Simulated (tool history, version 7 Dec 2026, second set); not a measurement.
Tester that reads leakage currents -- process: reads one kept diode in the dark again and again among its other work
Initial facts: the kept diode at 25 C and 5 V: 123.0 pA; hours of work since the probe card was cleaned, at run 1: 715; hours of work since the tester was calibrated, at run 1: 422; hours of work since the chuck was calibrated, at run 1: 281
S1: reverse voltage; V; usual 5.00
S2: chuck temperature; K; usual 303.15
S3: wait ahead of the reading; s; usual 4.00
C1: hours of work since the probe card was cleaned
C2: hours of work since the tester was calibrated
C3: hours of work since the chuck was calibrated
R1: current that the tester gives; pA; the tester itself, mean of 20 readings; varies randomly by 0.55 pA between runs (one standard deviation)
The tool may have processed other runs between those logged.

Run 1, day 0.000: usual settings; C1 715; C2 422; C3 281. Result: R1 185.57 pA.
Run 2, day 3.758: usual settings; C1 785; C2 492; C3 351. Result: R1 185.48 pA.
Run 3, day 9.629: usual settings but S1 15.28 V; C1 894; C2 602; C3 460. Result: R1 289.81 pA.
Run 4, day 16.412: usual settings; C1 1021; C2 729; C3 587. Result: R1 189.13 pA.
Run 5, day 22.525: usual settings; C1 1135; C2 843; C3 701. Result: R1 189.09 pA.
Run 6, day 30.162: usual settings; C1 1278; C2 985; C3 844. Result: R1 190.85 pA.
Run 7, day 39.175: usual settings; C1 1446; C2 1153; C3 1012. Result: R1 192.77 pA.
Run 8, day 44.333: usual settings; C1 1542; C2 1250; C3 1108. Result: R1 193.17 pA.
Run 9, day 48.604: usual settings; C1 1622; C2 1329; C3 1188. Result: R1 193.05 pA.
At day 50.796: probe card cleaned and baked.
Run 10, day 52.725: usual settings; C1 36; C2 1404; C3 1262. Result: R1 188.68 pA.
Run 11, day 60.692: usual settings but S1 3.73 V; C1 185; C2 1553; C3 1411. Result: R1 169.05 pA.
Run 12, day 66.058: usual settings; C1 285; C2 1653; C3 1511. Result: R1 191.85 pA.
Run 13, day 71.342: usual settings; C1 383; C2 1751; C3 1610. Result: R1 191.28 pA.
Run 14, day 76.696: usual settings; C1 483; C2 1851; C3 1710. Result: R1 193.59 pA.
Run 15, day 83.904: usual settings but S1 1.57 V; C1 618; C2 1986; C3 1844. Result: R1 124.07 pA.
Run 16, day 90.638: usual settings but S1 4.53 V; C1 744; C2 2112; C3 1970. Result: R1 188.02 pA.
At day 94.654: chuck's temperature calibrated.
Run 17, day 97.342: usual settings but S1 4.53 V; C1 867; C2 2235; C3 50. Result: R1 183.47 pA.
Run 18, day 101.242: usual settings but S1 4.53 V, S2 301.15 K; C1 940; C2 2308; C3 123. Result: R1 157.81 pA.
Run 19, day 108.450: usual settings but S1 4.53 V, S2 301.15 K; C1 1074; C2 2442; C3 257. Result: R1 158.69 pA.
Run 20, day 115.783: usual settings but S1 4.53 V, S2 324.15 K, S3 3.45 s; C1 1211; C2 2579; C3 394. Result: R1 805.15 pA.
Run 21, day 120.821: usual settings but S1 5.32 V, S2 325.15 K; C1 1305; C2 2673; C3 488. Result: R1 918.07 pA.
Run 22, day 126.871: usual settings but S1 7.30 V, S2 318.15 K, S3 0.38 s; C1 1418; C2 2786; C3 601. Result: R1 657.21 pA.
Run 23, day 131.388: usual settings but S1 1.19 V, S2 321.15 K, S3 0.35 s; C1 1502; C2 2870; C3 686. Result: R1 398.16 pA.
Run 24, day 136.062: usual settings but S3 7.96 s; C1 1590; C2 2958; C3 773. Result: R1 196.85 pA.
At day 139.842: probe card cleaned and baked.
Run 25, day 141.633: usual settings but S1 5.99 V, S2 309.15 K, S3 9.58 s; C1 33; C2 3059; C3 874. Result: R1 317.50 pA.
Run 26, day 150.412: usual settings but S1 5.99 V, S2 321.15 K, S3 7.10 s; C1 197; C2 3223; C3 1038. Result: R1 741.84 pA.
Run 27, day 156.642: usual settings but S1 1.76 V, S2 321.15 K, S3 7.10 s; C1 314; C2 3339; C3 1155. Result: R1 464.49 pA.
Run 28, day 165.542: usual settings but S1 1.76 V, S2 321.15 K, S3 7.10 s; C1 480; C2 3506; C3 1321. Result: R1 468.62 pA.
Run 29, day 170.721: usual settings but S1 2.49 V; C1 576; C2 3602; C3 1417. Result: R1 150.23 pA.
Run 30, day 176.146: usual settings but S1 2.49 V, S3 0.31 s; C1 678; C2 3703; C3 1519. Result: R1 151.54 pA.
Run 31, day 181.354: usual settings but S1 2.49 V, S3 0.31 s; C1 775; C2 3801; C3 1616. Result: R1 152.60 pA.
Run 32, day 186.900: usual settings but S1 2.49 V, S2 330.15 K, S3 2.24 s; C1 878; C2 3904; C3 1719. Result: R1 969.51 pA.
Run 33, day 194.362: usual settings but S3 2.78 s; C1 1018; C2 4043; C3 1859. Result: R1 201.47 pA.
Run 34, day 200.483: usual settings but S2 326.15 K, S3 3.82 s; C1 1132; C2 4158; C3 1973. Result: R1 993.31 pA.
At day 204.854: chuck's temperature calibrated.
Run 35, day 209.192: usual settings but S2 299.15 K, S3 3.45 s; C1 1293; C2 4319; C3 81. Result: R1 143.36 pA.

Some steps in R1 between neighbouring runs. How much of each would the tool show without its hidden state too (settings, what came in, random variation), and how much is left for the hidden state, with any gauge scatter that isn't in both results?
Hidden state at play: stray current of the dirty probe card, pA a volt; current scale over the true one, %; true chuck temperature over the reading, C; drift of the gauge itself on leakage_pa, %.
Run 31 -> 32: S2 303.15 -> 330.15, S3 0.31 -> 2.24. R1 +816.91 pA: hidden state +53.38, all else +763.53.
Run 33 -> 34: S2 303.15 -> 326.15, S3 2.78 -> 3.82. R1 +791.84 pA: hidden state +57.41, all else +734.43.
Run 34 -> 35: S2 326.15 -> 299.15, S3 3.82 -> 3.45, chuck's temperature calibrated. R1 -849.95 pA: hidden state -67.60, all else -782.35.
